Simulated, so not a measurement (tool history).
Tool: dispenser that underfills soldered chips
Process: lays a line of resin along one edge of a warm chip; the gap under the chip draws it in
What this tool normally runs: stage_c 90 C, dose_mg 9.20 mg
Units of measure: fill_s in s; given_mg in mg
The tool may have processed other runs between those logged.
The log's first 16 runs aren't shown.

run	hour	stage_c	dose_mg	fill_s	given_mg
17	70.3	90	9.20	94.3	8.51
# hour 73.9: new syringe of resin
18	73.9	90	8.99	65.9	8.42
19	78.0	90	9.20	72.8	8.52
20	82.2	90	9.20	82.7	8.46
21	85.9	77	10.90	146.6	9.86
# hour 89.8: new syringe of resin
22	91.4	89	11.75	69.5	10.72
23	95.8	89	11.75	79.6	10.61
24	99.5	88	9.20	92.3	8.36
25	104.0	103	9.20	64.7	8.35
# hour 105.9: new syringe of resin
26	107.6	103	9.20	44.7	8.30
27	111.3	96	11.19	61.8	10.08
# hour 114.4: dispensing valve cleaned and set on the balance
28	114.9	89	10.98	82.8	11.00
29	119.6	88	7.94	106.3	8.00
# hour 123.2: new syringe of resin
30	123.3	102	8.18	44.3	8.18
31	128.1	83	10.22	96.6	10.13
32	130.9	85	8.02	99.9	7.83
33	135.3	99	10.23	66.3	10.08
# hour 139.4: new syringe of resin
34	140.5	81	10.48	91.5	10.31
35	143.7	96	9.55	58.7	9.37
36	147.5	95	10.45	68.6	10.22
37	153.0	90	8.03	97.2	7.87

Consider 3 possible next runs. They are alternatives, not a sequence: every one starts from the tool as it was left by run 37. What does each give?
# hour 155.6: new syringe of resin
A	159.1	82	8.03	?	?
# hour 155.6: new syringe of resin
B	159.1	100	11.53	?	?
# hour 155.6: new syringe of resin
C	159.1	82	7.86	?	?

run	fill_s	given_mg
A	100.7	7.85
B	51.0	11.14
C	102.3	7.67
What these runs would have given with no unlogged condition in the tool:
run	fill_s	given_mg
A	87.0	8.08
B	44.5	11.46
C	88.4	7.89
